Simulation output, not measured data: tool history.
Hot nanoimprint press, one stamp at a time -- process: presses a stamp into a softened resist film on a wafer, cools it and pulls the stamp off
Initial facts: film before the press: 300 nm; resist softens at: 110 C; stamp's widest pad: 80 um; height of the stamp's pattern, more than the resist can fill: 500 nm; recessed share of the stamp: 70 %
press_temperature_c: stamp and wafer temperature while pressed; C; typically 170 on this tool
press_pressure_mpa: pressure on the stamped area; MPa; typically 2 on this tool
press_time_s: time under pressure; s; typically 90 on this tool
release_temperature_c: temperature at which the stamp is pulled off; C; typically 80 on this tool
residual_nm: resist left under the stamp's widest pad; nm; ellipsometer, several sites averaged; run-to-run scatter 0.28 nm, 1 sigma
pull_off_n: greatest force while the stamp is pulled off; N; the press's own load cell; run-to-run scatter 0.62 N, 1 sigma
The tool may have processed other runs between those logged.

Run 1, day 0: usual settings. Result: residual_nm 170.7 nm, pull_off_n 110.8 N.
Run 2, day 0.433: usual settings. Result: residual_nm 170.5 nm, pull_off_n 110.4 N.
Run 3, day 1.329: usual settings. Result: residual_nm 170.4 nm, pull_off_n 111.9 N.
Run 4, day 1.725: usual settings but release_temperature_c 73 C. Result: residual_nm 169.9 nm, pull_off_n 119.1 N.
Run 5, day 2.425: usual settings but release_temperature_c 68 C. Result: residual_nm 169.8 nm, pull_off_n 125.3 N.
Run 6, day 3.296: usual settings but release_temperature_c 68 C. Result: residual_nm 169.6 nm, pull_off_n 124.2 N.
Run 7, day 3.896: usual settings but release_temperature_c 68 C. Result: residual_nm 169.8 nm, pull_off_n 125.4 N.
Run 8, day 4.85: usual settings but release_temperature_c 68 C. Result: residual_nm 169.3 nm, pull_off_n 126.3 N.
Run 9, day 5.558: usual settings but release_temperature_c 68 C. Result: residual_nm 169.2 nm, pull_off_n 126.8 N.
Run 10, day 6.392: usual settings but press_pressure_mpa 2.94 MPa, release_temperature_c 68 C. Result: residual_nm 143.7 nm, pull_off_n 129.1 N.
Run 11, day 7.104: usual settings but press_pressure_mpa 3.14 MPa. Result: residual_nm 139.3 nm, pull_off_n 119.2 N.
Run 12, day 7.829: usual settings but press_pressure_mpa 3.14 MPa. Result: residual_nm 139.7 nm, pull_off_n 119.6 N.
Run 13, day 8.558: usual settings but release_temperature_c 81 C. Result: residual_nm 168.3 nm, pull_off_n 106.1 N.
Run 14, day 9.1: usual settings but press_time_s 129 s. Result: residual_nm 148.7 nm, pull_off_n 106.6 N.
Run 15, day 9.638: usual settings but press_time_s 129 s. Result: residual_nm 148.7 nm, pull_off_n 106.9 N.
Run 16, day 10.1: usual settings but press_time_s 142 s. Result: residual_nm 144 nm, pull_off_n 107.6 N.
Run 17, day 10.517: usual settings but press_temperature_c 164 C, press_pressure_mpa 1.21 MPa, press_time_s 152 s, release_temperature_c 67 C. Result: residual_nm 215.7 nm, pull_off_n 120.1 N.
Run 18, day 11.2: usual settings but press_temperature_c 164 C, press_pressure_mpa 1.21 MPa, press_time_s 152 s, release_temperature_c 67 C. Result: residual_nm 216.2 nm, pull_off_n 120.5 N.
Run 19, day 11.9: usual settings but press_pressure_mpa 2.58 MPa, release_temperature_c 87 C. Result: residual_nm 150.9 nm, pull_off_n 104.4 N.
Run 20, day 12.512: usual settings but press_pressure_mpa 2.58 MPa, press_time_s 170 s, release_temperature_c 77 C. Result: residual_nm 119 nm, pull_off_n 112.6 N.
Run 21, day 13.171: usual settings but press_pressure_mpa 2.58 MPa, press_time_s 170 s, release_temperature_c 77 C. Result: residual_nm 118.7 nm, pull_off_n 113.2 N.
Run 22, day 13.962: usual settings but press_pressure_mpa 2.15 MPa. Result: residual_nm 162.5 nm, pull_off_n 112 N.
Run 23, day 14.8: usual settings but press_pressure_mpa 2.15 MPa. Result: residual_nm 162.4 nm, pull_off_n 113.4 N.
Run 24, day 15.308: usual settings but press_pressure_mpa 2.15 MPa. Result: residual_nm 161.7 nm, pull_off_n 113.6 N.
Run 25, day 16.05: usual settings but press_pressure_mpa 2.15 MPa. Result: residual_nm 171.1 nm, pull_off_n 115.5 N.
Run 26, day 16.629: usual settings but press_time_s 59 s, release_temperature_c 70 C. Result: residual_nm 199.1 nm, pull_off_n 124.9 N.
Run 27, day 17.058: usual settings but press_time_s 82 s. Result: residual_nm 181.8 nm, pull_off_n 116.4 N.
Run 28, day 17.658: usual settings but press_temperature_c 178 C, press_time_s 82 s. Result: residual_nm 130.3 nm, pull_off_n 117.6 N.
Run 29, day 18.238: usual settings but press_temperature_c 178 C, press_time_s 82 s. Result: residual_nm 130.2 nm, pull_off_n 118.6 N.
Run 30, day 18.721: usual settings but press_temperature_c 178 C, press_time_s 82 s. Result: residual_nm 129.8 nm, pull_off_n 116.7 N.
Run 31, day 19.162: usual settings but press_temperature_c 159 C, press_pressure_mpa 1.66 MPa, press_time_s 177 s, release_temperature_c 70 C. Result: residual_nm 233.8 nm, pull_off_n 128 N.

Between the runs listed above, the log contained 2 entries, not reproduced here. Where in the sequence does each belong, and how does what the log doesn't record of the tool's condition differ from the listed run before to the listed run after?
Runs 12 to 13: stamp cleaned and given a new release coat (day 8.558)
  true temperature over the reading, C: 1.07 -> 1.09; pressure that arrives at the usual setting, %: 98.34 -> 98.32; grip of the stamp's worn release coat, % over a new coat's: 11.5 -> 0
  measured result minus the result with no hidden state, residual_nm: -5.3 -> -6.4 nm; pull_off_n: +11.4 -> -1 N
Runs 24 to 25: plate thermocouple calibrated (day 15.596)
  true temperature over the reading, C: 1.36 -> -0.03; pressure that arrives at the usual setting, %: 98.09 -> 98.06; grip of the stamp's worn release coat, % over a new coat's: 6.8 -> 7.4
  measured result minus the result with no hidden state, residual_nm: -8 -> +1.7 nm; pull_off_n: +6.1 -> +8 N
